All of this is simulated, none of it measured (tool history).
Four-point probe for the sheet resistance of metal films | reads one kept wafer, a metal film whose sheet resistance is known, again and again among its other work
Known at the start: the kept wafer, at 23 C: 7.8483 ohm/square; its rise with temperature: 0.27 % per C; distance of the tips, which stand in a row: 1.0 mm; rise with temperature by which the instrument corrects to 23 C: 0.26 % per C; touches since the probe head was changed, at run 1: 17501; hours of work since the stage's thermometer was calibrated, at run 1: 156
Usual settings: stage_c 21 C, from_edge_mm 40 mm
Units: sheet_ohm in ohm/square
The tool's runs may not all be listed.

run,day,stage_c,from_edge_mm,touches since the probe head was changed,hours of work since the stage's thermometer was calibrated,sheet_ohm
1,0.000,21,40,17501,156,7.894934
2,4.450,21,11,22225,221,7.931146
3,7.688,21,11,25659,269,7.930904
4,10.992,21,5,29163,317,8.066669
5,15.025,21,5,33445,377,8.065697
6,17.733,21,32,36319,417,7.903436
7,21.329,21,32,40134,470,7.907069
8,26.071,29,40,45166,539,7.912376
9,30.667,29,40,50040,607,7.915031
10,32.950,29,5,52465,641,8.077483
11,35.933,29,5,55630,684,8.078035
12,39.796,21,38,59729,741,7.910872
13,42.212,23,40,62291,777,7.912880
14,46.696,21,40,67050,843,7.910569
15,51.100,21,16,71720,908,7.924407
16,53.546,21,16,74315,944,7.924579
17,58.088,21,16,79136,1010,7.925071
18,61.104,21,31,82338,1055,7.917213
19,64.283,21,40,85709,1102,7.916463
20,67.012,21,10,88606,1142,7.958318
21,71.900,24,40,93792,1214,7.920255
22,76.242,24,40,98398,1277,7.918075
23,78.304,21,40,100590,1308,7.917658
24,82.517,31,10,105060,1370,7.968398
25,85.096,19,6,107792,1408,8.032059
26,87.192,19,6,110017,1439,8.033821
27,91.862,22,45,114976,1507,7.924638
28,94.125,31,5,117374,1541,8.096164
29,98.121,31,5,121613,1599,8.096568
30,102.683,31,5,126458,1667,8.096829
31,104.762,21,18,128661,1697,7.937842
32,108.588,20,5,132723,1753,8.088444
33,111.446,22,32,135753,1795,7.931176
34,115.471,30,8,140024,1855,8.003525
35,119.000,20,44,143769,1907,7.929045
36,122.429,20,44,147409,1957,7.931961
37,124.462,18,10,149566,1987,7.968021
38,129.083,18,10,154470,2055,7.968994
39,133.367,21,40,159012,2118,7.933546
40,135.704,24,5,161492,2152,8.098295
41,139.029,24,11,165022,2201,7.969481
42,141.467,29,11,167607,2237,7.974156
43,144.396,29,11,170717,2280,7.975736
44,147.679,21,5,174201,2329,8.101810
45,150.375,24,8,177058,2368,8.003184
46,153.512,22,19,180391,2414,7.950727

Some steps in sheet_ohm between neighbouring runs. How much of each would the tool show without its hidden state too (settings, what came in, random variation), and how much is left for the hidden state, with any gauge scatter that isn't in both results?
The hidden state here: inner tips' distance over the nominal, %; tips' flats over new ones', %; wafer's true temperature over the reading, C; drift of the gauge itself on sheet_ohm, %.
Run 11 -> 12: stage_c 29 -> 21, from_edge_mm 5 -> 38. sheet_ohm -0.167163 ohm/square: hidden state -0.000048, all else -0.167115.
Run 27 -> 28: stage_c 22 -> 31, from_edge_mm 45 -> 5. sheet_ohm +0.171526 ohm/square: hidden state +0.001980, all else +0.169546.
Run 31 -> 32: stage_c 21 -> 20, from_edge_mm 18 -> 5. sheet_ohm +0.150602 ohm/square: hidden state +0.002399, all else +0.148203.
Run 39 -> 40: stage_c 21 -> 24, from_edge_mm 40 -> 5. sheet_ohm +0.164749 ohm/square: hidden state +0.002244, all else +0.162505.
Run 43 -> 44: stage_c 29 -> 21, from_edge_mm 11 -> 5. sheet_ohm +0.126074 ohm/square: hidden state +0.002345, all else +0.123729.

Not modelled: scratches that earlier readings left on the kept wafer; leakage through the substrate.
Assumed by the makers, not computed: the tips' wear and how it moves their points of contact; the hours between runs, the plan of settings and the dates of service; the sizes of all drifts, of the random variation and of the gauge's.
